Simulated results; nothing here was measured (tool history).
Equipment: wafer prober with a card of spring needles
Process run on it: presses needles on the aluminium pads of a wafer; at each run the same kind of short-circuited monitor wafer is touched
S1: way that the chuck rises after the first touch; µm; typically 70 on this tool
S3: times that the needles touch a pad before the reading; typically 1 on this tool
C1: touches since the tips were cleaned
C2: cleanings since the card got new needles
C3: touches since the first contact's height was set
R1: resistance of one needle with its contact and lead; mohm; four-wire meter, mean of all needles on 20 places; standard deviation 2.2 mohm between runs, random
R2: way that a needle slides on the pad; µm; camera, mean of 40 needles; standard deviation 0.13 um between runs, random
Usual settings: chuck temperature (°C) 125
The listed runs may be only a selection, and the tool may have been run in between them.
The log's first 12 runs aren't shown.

{"hour": 92.1, "done": "tips cleaned on abrasive film"}
{"run": 13, "hour": 96.3, "S1": 70, "chuck temperature (°C)": 125, "S3": 1, "C1": 1525, "C2": 17, "C3": 88577, "R1": 264, "R2": 16.09}
{"run": 14, "hour": 104.1, "S1": 70, "chuck temperature (°C)": 125, "S3": 1, "C1": 4367, "C2": 17, "C3": 91419, "R1": 276, "R2": 15.96}
{"hour": 105.3, "done": "tips cleaned on abrasive film"}
{"run": 15, "hour": 114.2, "S1": 70, "chuck temperature (°C)": 125, "S3": 1, "C1": 3221, "C2": 18, "C3": 95038, "R1": 268, "R2": 15.82}
{"hour": 118.7, "done": "tips cleaned on abrasive film"}
{"run": 16, "hour": 122.8, "S1": 70, "chuck temperature (°C)": 125, "S3": 1, "C1": 1481, "C2": 19, "C3": 98142, "R1": 258, "R2": 15.7}
{"run": 17, "hour": 131.6, "S1": 70, "chuck temperature (°C)": 125, "S3": 1, "C1": 4684, "C2": 19, "C3": 101345, "R1": 277, "R2": 15.97}
{"hour": 132.4, "done": "tips cleaned on abrasive film"}
{"run": 18, "hour": 141.6, "S1": 70, "chuck temperature (°C)": 125, "S3": 1, "C1": 3359, "C2": 20, "C3": 104955, "R1": 268, "R2": 15.82}
{"hour": 146.3, "done": "tips cleaned on abrasive film"}
{"run": 19, "hour": 151.1, "S1": 70, "chuck temperature (°C)": 125, "S3": 1, "C1": 1753, "C2": 21, "C3": 108353, "R1": 256, "R2": 15.93}
{"run": 20, "hour": 159.2, "S1": 70, "chuck temperature (°C)": 125, "S3": 1, "C1": 4696, "C2": 21, "C3": 111296, "R1": 277, "R2": 15.93}
{"hour": 159.9, "done": "tips cleaned on abrasive film"}
{"run": 21, "hour": 167.4, "S1": 70, "chuck temperature (°C)": 125, "S3": 1, "C1": 2722, "C2": 22, "C3": 114253, "R1": 271, "R2": 15.96}
{"hour": 173.6, "done": "tips cleaned on abrasive film"}
{"run": 22, "hour": 174.4, "S1": 70, "chuck temperature (°C)": 125, "S3": 1, "C1": 306, "C2": 23, "C3": 116779, "R1": 244, "R2": 15.62}
{"run": 23, "hour": 183.1, "S1": 56, "chuck temperature (°C)": 48, "S3": 1, "C1": 3465, "C2": 23, "C3": 119938, "R1": 280, "R2": 12.81}
{"hour": 187.3, "done": "tips cleaned on abrasive film"}
{"run": 24, "hour": 193.0, "S1": 70, "chuck temperature (°C)": 30, "S3": 3, "C1": 2098, "C2": 24, "C3": 123512, "R1": 226, "R2": 15.91}
{"run": 25, "hour": 199.7, "S1": 70, "chuck temperature (°C)": 30, "S3": 3, "C1": 4529, "C2": 24, "C3": 125943, "R1": 233, "R2": 15.71}
{"hour": 200.5, "done": "tips cleaned on abrasive film"}
{"run": 26, "hour": 209.4, "S1": 70, "chuck temperature (°C)": 31, "S3": 2, "C1": 3251, "C2": 25, "C3": 129449, "R1": 242, "R2": 15.92}
{"hour": 214.4, "done": "tips cleaned on abrasive film"}
{"run": 27, "hour": 217.4, "S1": 59, "chuck temperature (°C)": 125, "S3": 1, "C1": 1088, "C2": 26, "C3": 132320, "R1": 269, "R2": 13.39}
{"run": 28, "hour": 225.9, "S1": 59, "chuck temperature (°C)": 125, "S3": 1, "C1": 4176, "C2": 26, "C3": 135408, "R1": 298, "R2": 13.07}
{"hour": 228.0, "done": "tips cleaned on abrasive film"}
{"run": 29, "hour": 230.4, "S1": 70, "chuck temperature (°C)": 125, "S3": 2, "C1": 858, "C2": 27, "C3": 137002, "R1": 251, "R2": 15.58}
{"run": 30, "hour": 235.2, "S1": 59, "chuck temperature (°C)": 63, "S3": 2, "C1": 2622, "C2": 27, "C3": 138766, "R1": 253, "R2": 13.19}
{"hour": 241.7, "done": "tips cleaned on abrasive film"}
{"run": 31, "hour": 242.4, "S1": 59, "chuck temperature (°C)": 63, "S3": 2, "C1": 242, "C2": 28, "C3": 141321, "R1": 232, "R2": 13.11}
{"run": 32, "hour": 250.8, "S1": 85, "chuck temperature (°C)": 72, "S3": 1, "C1": 3322, "C2": 28, "C3": 144401, "R1": 244, "R2": 19.22}
{"hour": 255.0, "done": "tips cleaned on abrasive film"}
{"run": 33, "hour": 257.9, "S1": 85, "chuck temperature (°C)": 109, "S3": 1, "C1": 1042, "C2": 29, "C3": 146938, "R1": 246, "R2": 18.89}

Alternative continuations, all from the tool just after run 33; predict every row:
{"run": "A", "hour": 265.4, "S1": 85, "chuck temperature (°C)": 109, "S3": 2, "C1": 3775, "C2": 29, "C3": 149671, "R1": "?", "R2": "?"}
{"run": "B", "hour": 265.4, "S1": 60, "chuck temperature (°C)": 75, "S3": 1, "C1": 3775, "C2": 29, "C3": 149671, "R1": "?", "R2": "?"}
{"run": "C", "hour": 265.4, "S1": 70, "chuck temperature (°C)": 125, "S3": 3, "C1": 3775, "C2": 29, "C3": 149671, "R1": "?", "R2": "?"}

run=A R1=247 R2=19.28
run=B R1=282 R2=13.35
run=C R1=253 R2=15.57
Take away the tool's hidden state, keep each run's random variation, and the runs would have read:
run=A R1=230 R2=19.9
run=B R1=229 R2=13.97
run=C R1=239 R2=16.19
